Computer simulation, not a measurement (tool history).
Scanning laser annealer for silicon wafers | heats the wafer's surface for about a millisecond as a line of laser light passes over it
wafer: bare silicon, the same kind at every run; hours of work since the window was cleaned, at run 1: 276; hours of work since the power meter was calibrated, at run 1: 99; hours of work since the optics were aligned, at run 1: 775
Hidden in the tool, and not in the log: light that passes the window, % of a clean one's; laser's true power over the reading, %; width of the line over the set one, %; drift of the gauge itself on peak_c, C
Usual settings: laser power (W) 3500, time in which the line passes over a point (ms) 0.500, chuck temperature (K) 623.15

run,hour,laser power (W),time in which the line passes over a point (ms),chuck temperature (K),hours of work since the window was cleaned,hours of work since the power meter was calibrated,hours of work since the optics were aligned,highest temperature of the surface (K)
1,0.0,3500,0.500,623.15,276,99,775,1354.15
2,42.8,3500,0.500,604.15,303,126,802,1334.15
3,95.1,3500,0.500,623.15,336,160,835,1351.15
4,127.2,3187,0.500,623.15,356,180,856,1282.15
5,156.0,3187,0.500,623.15,375,198,874,1284.15
6,217.3,3187,0.500,623.15,413,237,913,1284.15
7,269.2,3187,0.500,623.15,446,269,945,1284.15
8,307.0,3187,0.500,623.15,470,293,969,1284.15
9,358.9,3187,0.500,623.15,503,326,1002,1281.15
10,417.9,3741,0.500,623.15,540,363,1039,1394.15
11,451.7,3500,0.500,623.15,561,385,1061,1345.15
12,484.6,3500,0.500,605.15,582,405,1081,1323.15
13,517.7,3500,0.500,605.15,603,426,1102,1322.15
14,548.3,3500,0.500,605.15,622,446,1121,1322.15
# hour 565.1: window over the wafer cleaned
15,581.1,3500,0.500,623.15,10,465,1141,1358.15
16,626.0,3500,0.356,623.15,38,493,1169,1238.15
17,687.1,3500,0.356,623.15,77,532,1208,1241.15
18,751.7,3500,0.500,623.15,118,573,1249,1357.15
19,799.0,3500,0.500,623.15,148,602,1278,1356.15
20,855.8,3500,0.500,623.15,184,638,1314,1353.15
21,921.1,3500,0.500,639.15,225,680,1355,1370.15
22,981.8,3491,0.454,623.15,263,718,1394,1315.15
23,1010.0,3757,0.410,661.15,281,736,1412,1366.15
24,1048.9,3757,0.410,661.15,305,760,1436,1364.15
25,1103.7,3443,0.393,605.15,340,795,1471,1237.15
26,1146.8,3500,0.374,651.15,367,822,1498,1274.15
27,1206.5,3686,0.360,654.15,405,860,1536,1297.15
28,1237.4,3686,0.360,654.15,424,879,1555,1296.15
# hour 1277.2: optics aligned, line set to its width
29,1300.4,3388,0.360,608.15,461,916,15,1199.15
30,1329.6,3388,0.360,608.15,479,934,33,1200.15
31,1377.1,3388,0.464,633.15,509,964,63,1310.15
32,1425.0,3388,0.464,633.15,540,994,93,1308.15
33,1482.2,3649,0.421,616.15,576,1031,129,1304.15
34,1541.6,3207,0.520,603.15,613,1068,167,1277.15
# hour 1572.6: window over the wafer cleaned
35,1576.3,3207,0.520,603.15,2,1089,188,1300.15
36,1642.8,3344,0.442,660.15,44,1131,230,1321.15
37,1696.2,3830,0.399,609.15,78,1164,263,1331.15
38,1747.2,3527,0.618,601.15,110,1196,295,1432.15
39,1800.3,3527,0.618,601.15,144,1230,329,1432.15
40,1852.1,3305,0.411,611.15,176,1263,362,1238.15

4 ways to go on from here, each from the tool as it stands after run 40. What would each give?
A,1900.1,3752,0.500,655.15,207,1293,392,?
B,1900.1,3149,0.375,611.15,207,1293,392,?
C,1900.1,2993,0.411,611.15,207,1293,392,?
D,1900.1,3813,0.411,614.15,207,1293,392,?

run,highest temperature of the surface (K)
A,1446.15
B,1182.15
C,1179.15
D,1339.15
Without the tool's hidden state the same runs would have given:
run,highest temperature of the surface (K)
A,1454.15
B,1189.15
C,1185.15
D,1346.15
